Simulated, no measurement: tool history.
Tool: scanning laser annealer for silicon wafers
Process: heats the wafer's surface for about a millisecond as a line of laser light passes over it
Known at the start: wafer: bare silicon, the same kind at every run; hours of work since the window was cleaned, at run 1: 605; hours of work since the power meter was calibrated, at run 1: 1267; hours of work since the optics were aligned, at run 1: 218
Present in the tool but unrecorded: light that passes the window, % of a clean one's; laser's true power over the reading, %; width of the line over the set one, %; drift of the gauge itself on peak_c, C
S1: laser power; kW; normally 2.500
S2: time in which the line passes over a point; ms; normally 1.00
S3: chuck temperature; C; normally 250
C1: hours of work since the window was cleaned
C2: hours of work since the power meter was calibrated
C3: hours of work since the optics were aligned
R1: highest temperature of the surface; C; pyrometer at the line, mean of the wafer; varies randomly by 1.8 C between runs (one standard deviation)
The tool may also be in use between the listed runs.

Run 1, hour 0.0: usual settings; C1 605; C2 1267; C3 218. Result: R1 999 C.
Run 2, hour 81.9: usual settings; C1 662; C2 1324; C3 275. Result: R1 997 C.
Run 3, hour 175.8: usual settings; C1 727; C2 1389; C3 340. Result: R1 995 C.
Run 4, hour 235.5: usual settings; C1 769; C2 1430; C3 381. Result: R1 993 C.
At hour 263.2: window over the wafer cleaned.
Run 5, hour 302.3: usual settings; C1 27; C2 1475; C3 427. Result: R1 1020 C.
Run 6, hour 354.3: usual settings; C1 63; C2 1512; C3 463. Result: R1 1019 C.
Run 7, hour 440.7: usual settings; C1 123; C2 1572; C3 523. Result: R1 1014 C.
Run 8, hour 485.0: usual settings but S3 220 C; C1 154; C2 1602; C3 554. Result: R1 987 C.
Run 9, hour 547.5: usual settings; C1 198; C2 1646; C3 597. Result: R1 1012 C.
Run 10, hour 587.4: usual settings but S3 214 C; C1 225; C2 1674; C3 625. Result: R1 974 C.
Run 11, hour 672.8: usual settings but S2 0.90 ms, S3 214 C; C1 285; C2 1733; C3 684. Result: R1 937 C.
Run 12, hour 728.6: usual settings but S2 0.90 ms, S3 214 C; C1 324; C2 1772; C3 723. Result: R1 935 C.
Run 13, hour 809.8: usual settings but S2 0.90 ms, S3 214 C; C1 380; C2 1828; C3 779. Result: R1 932 C.
Run 14, hour 868.4: usual settings but S2 0.90 ms, S3 214 C; C1 421; C2 1869; C3 820. Result: R1 926 C.
Run 15, hour 925.5: usual settings but S2 0.90 ms, S3 214 C; C1 460; C2 1909; C3 860. Result: R1 929 C.
Run 16, hour 976.3: usual settings but S1 2.234 kW; C1 496; C2 1944; C3 895. Result: R1 916 C.
Run 17, hour 1027.9: usual settings but S2 1.06 ms; C1 532; C2 1980; C3 931. Result: R1 1018 C.
Run 18, hour 1072.4: usual settings but S2 1.06 ms; C1 563; C2 2011; C3 962. Result: R1 1016 C.
Run 19, hour 1122.7: usual settings but S2 1.06 ms; C1 598; C2 2046; C3 997. Result: R1 1018 C.
Run 20, hour 1180.6: usual settings but S2 1.06 ms, S3 280 C; C1 638; C2 2086; C3 1037. Result: R1 1045 C.
Run 21, hour 1254.7: usual settings but S1 2.133 kW, S2 0.87 ms, S3 221 C; C1 689; C2 2138; C3 1089. Result: R1 814 C.
Run 22, hour 1312.4: usual settings but S1 2.306 kW, S3 286 C; C1 729; C2 2178; C3 1129. Result: R1 967 C.
Run 23, hour 1375.9: usual settings but S1 2.214 kW, S3 213 C; C1 774; C2 2222; C3 1173. Result: R1 865 C.
At hour 1397.4: window over the wafer cleaned.
Run 24, hour 1422.5: usual settings but S1 2.214 kW, S3 213 C; C1 17; C2 2253; C3 1204. Result: R1 887 C.
Run 25, hour 1496.2: usual settings but S1 2.719 kW, S2 1.24 ms, S3 289 C; C1 69; C2 2304; C3 1255. Result: R1 1207 C.
Run 26, hour 1593.4: usual settings but S1 2.646 kW, S2 1.19 ms, S3 278 C; C1 136; C2 2372; C3 1323. Result: R1 1146 C.
Run 27, hour 1647.1: usual settings but S1 2.468 kW; C1 174; C2 2409; C3 1360. Result: R1 992 C.
Run 28, hour 1712.5: usual settings but S1 2.422 kW, S2 1.13 ms, S3 226 C; C1 219; C2 2454; C3 1406. Result: R1 996 C.
Run 29, hour 1794.3: usual settings but S1 2.422 kW, S2 1.13 ms, S3 226 C; C1 276; C2 2511; C3 1462. Result: R1 996 C.
At hour 1842.8: optics aligned, line set to its width.
Run 30, hour 1864.4: usual settings but S1 2.638 kW, S2 1.19 ms, S3 233 C; C1 321; C2 2557; C3 15. Result: R1 1097 C.
Run 31, hour 1936.2: usual settings but S1 2.164 kW, S2 0.99 ms; C1 371; C2 2607; C3 65. Result: R1 896 C.
Run 32, hour 1982.8: usual settings but S1 2.164 kW, S2 0.99 ms; C1 404; C2 2639; C3 97. Result: R1 897 C.
Run 33, hour 2047.3: usual settings but S1 2.164 kW, S2 0.99 ms; C1 448; C2 2684; C3 142. Result: R1 892 C.
Run 34, hour 2132.8: usual settings but S1 2.749 kW, S2 0.80 ms, S3 265 C; C1 508; C2 2743; C3 202. Result: R1 1004 C.
Run 35, hour 2218.7: usual settings but S1 2.646 kW, S2 0.75 ms, S3 218 C; C1 568; C2 2803; C3 261. Result: R1 905 C.
Run 36, hour 2279.3: usual settings but S1 2.646 kW, S2 0.87 ms, S3 257 C; C1 610; C2 2845; C3 303. Result: R1 991 C.
Run 37, hour 2319.3: usual settings but S1 2.646 kW, S2 0.87 ms, S3 257 C; C1 637; C2 2873; C3 331. Result: R1 989 C.
Run 38, hour 2397.9: usual settings but S1 2.452 kW, S3 212 C; C1 692; C2 2928; C3 386. Result: R1 935 C.
Run 39, hour 2466.9: usual settings but S1 2.452 kW, S2 0.73 ms, S3 228 C; C1 740; C2 2976; C3 434. Result: R1 848 C.
Run 40, hour 2511.1: usual settings but S2 0.74 ms; C1 771; C2 3006; C3 465. Result: R1 886 C.

Take each entry between the runs: how does the hidden state at the last listed run before it differ from the hidden state at the first listed run after it?
From run 4 to run 5: window over the wafer cleaned (hour 263.2)
  light that passes the window, % of a clean one's: 96.33 -> 99.85; laser's true power over the reading, %: -1.05 -> -1.09; width of the line over the set one, %: 0.38 -> 0.42
  the result without the hidden state subtracted from the measured one, R1: -39 -> -12 C
From run 23 to run 24: window over the wafer cleaned (hour 1397.4)
  light that passes the window, % of a clean one's: 96.45 -> 99.68; laser's true power over the reading, %: -1.6 -> -1.62; width of the line over the set one, %: 1.1 -> 1.13
  the result without the hidden state subtracted from the measured one, R1: -39 -> -17 C
From run 29 to run 30: optics aligned, line set to its width (hour 1842.8)
  light that passes the window, % of a clean one's: 98.49 -> 98.3; laser's true power over the reading, %: -1.8 -> -1.82; width of the line over the set one, %: 1.37 -> 0.17
  the result without the hidden state subtracted from the measured one, R1: -33 -> -33 C

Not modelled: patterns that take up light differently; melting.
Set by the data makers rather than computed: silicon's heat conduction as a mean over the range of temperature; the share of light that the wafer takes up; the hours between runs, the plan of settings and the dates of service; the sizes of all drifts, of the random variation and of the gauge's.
